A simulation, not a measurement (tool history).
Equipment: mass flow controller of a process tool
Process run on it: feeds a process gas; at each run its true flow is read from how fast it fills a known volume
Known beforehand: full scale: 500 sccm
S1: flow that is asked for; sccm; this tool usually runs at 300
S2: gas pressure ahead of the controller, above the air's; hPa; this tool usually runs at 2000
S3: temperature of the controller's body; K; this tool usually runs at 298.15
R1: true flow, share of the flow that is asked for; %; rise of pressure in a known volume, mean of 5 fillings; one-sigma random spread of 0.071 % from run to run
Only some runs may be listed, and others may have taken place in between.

{"run": 1, "hour": 0.0, "S1": 300, "S2": 2000, "S3": 298.15, "R1": 99.75}
{"run": 2, "hour": 214.9, "S1": 300, "S2": 2000, "S3": 298.15, "R1": 99.67}
{"run": 3, "hour": 423.3, "S1": 300, "S2": 2000, "S3": 298.15, "R1": 99.76}
{"run": 4, "hour": 791.4, "S1": 300, "S2": 2000, "S3": 298.15, "R1": 99.84}
{"run": 5, "hour": 964.4, "S1": 300, "S2": 2000, "S3": 298.15, "R1": 99.68}
{"run": 6, "hour": 1201.2, "S1": 300, "S2": 2000, "S3": 298.15, "R1": 99.68}
{"run": 7, "hour": 1589.3, "S1": 157, "S2": 2000, "S3": 298.15, "R1": 99.47}
{"run": 8, "hour": 1919.6, "S1": 300, "S2": 2620, "S3": 298.15, "R1": 99.39}
{"run": 9, "hour": 2322.7, "S1": 300, "S2": 2620, "S3": 298.15, "R1": 99.46}
{"run": 10, "hour": 2615.6, "S1": 300, "S2": 2620, "S3": 298.15, "R1": 99.4}
{"run": 11, "hour": 2899.3, "S1": 300, "S2": 2620, "S3": 298.15, "R1": 99.39}
{"run": 12, "hour": 3091.6, "S1": 300, "S2": 2000, "S3": 298.15, "R1": 99.63}
{"run": 13, "hour": 3342.1, "S1": 300, "S2": 2000, "S3": 297.15, "R1": 99.58}
{"run": 14, "hour": 3606.8, "S1": 300, "S2": 2000, "S3": 299.15, "R1": 99.83}
{"run": 15, "hour": 3978.0, "S1": 300, "S2": 2000, "S3": 299.15, "R1": 99.75}
{"run": 16, "hour": 4156.9, "S1": 136, "S2": 2000, "S3": 298.15, "R1": 99.42}
{"run": 17, "hour": 4388.0, "S1": 136, "S2": 2000, "S3": 298.15, "R1": 99.42}
{"run": 18, "hour": 4639.3, "S1": 136, "S2": 2000, "S3": 298.15, "R1": 99.52}
{"run": 19, "hour": 5025.0, "S1": 300, "S2": 2000, "S3": 307.15, "R1": 100.59}
{"run": 20, "hour": 5233.1, "S1": 300, "S2": 2000, "S3": 294.15, "R1": 99.38}
{"run": 21, "hour": 5496.2, "S1": 69, "S2": 1800, "S3": 293.15, "R1": 99.04}
{"run": 22, "hour": 5676.7, "S1": 56, "S2": 2230, "S3": 296.15, "R1": 99.03}
{"run": 23, "hour": 5886.5, "S1": 156, "S2": 2450, "S3": 298.15, "R1": 99.44}
{"run": 24, "hour": 6064.6, "S1": 300, "S2": 2490, "S3": 300.15, "R1": 99.76}
{"run": 25, "hour": 6436.0, "S1": 300, "S2": 2490, "S3": 300.15, "R1": 99.78}
{"run": 26, "hour": 6628.1, "S1": 300, "S2": 2490, "S3": 300.15, "R1": 99.75}
{"run": 27, "hour": 7007.5, "S1": 332, "S2": 2410, "S3": 293.15, "R1": 99.14}
{"run": 28, "hour": 7393.6, "S1": 67, "S2": 2000, "S3": 298.15, "R1": 99.29}
{"run": 29, "hour": 7729.8, "S1": 67, "S2": 2000, "S3": 298.15, "R1": 99.28}
{"run": 30, "hour": 7919.6, "S1": 67, "S2": 2000, "S3": 298.15, "R1": 99.49}
{"run": 31, "hour": 8312.8, "S1": 106, "S2": 2660, "S3": 309.15, "R1": 100.07}
{"run": 32, "hour": 8612.7, "S1": 70, "S2": 2660, "S3": 294.15, "R1": 98.67}
{"run": 33, "hour": 8891.3, "S1": 106, "S2": 2000, "S3": 298.15, "R1": 99.45}
{"run": 34, "hour": 9073.0, "S1": 106, "S2": 2000, "S3": 298.15, "R1": 99.43}

Between the runs listed above, the log contained 1 entry, not reproduced here. Where in the sequence does each belong, and how does what the log doesn't record of the tool's condition differ from the listed run before to the listed run after?
Run 30 -> run 31: controller's zero set anew (hour 8209.1)
  flow at rest that the sensor doesn't see, % of full scale: 0.004 -> 0
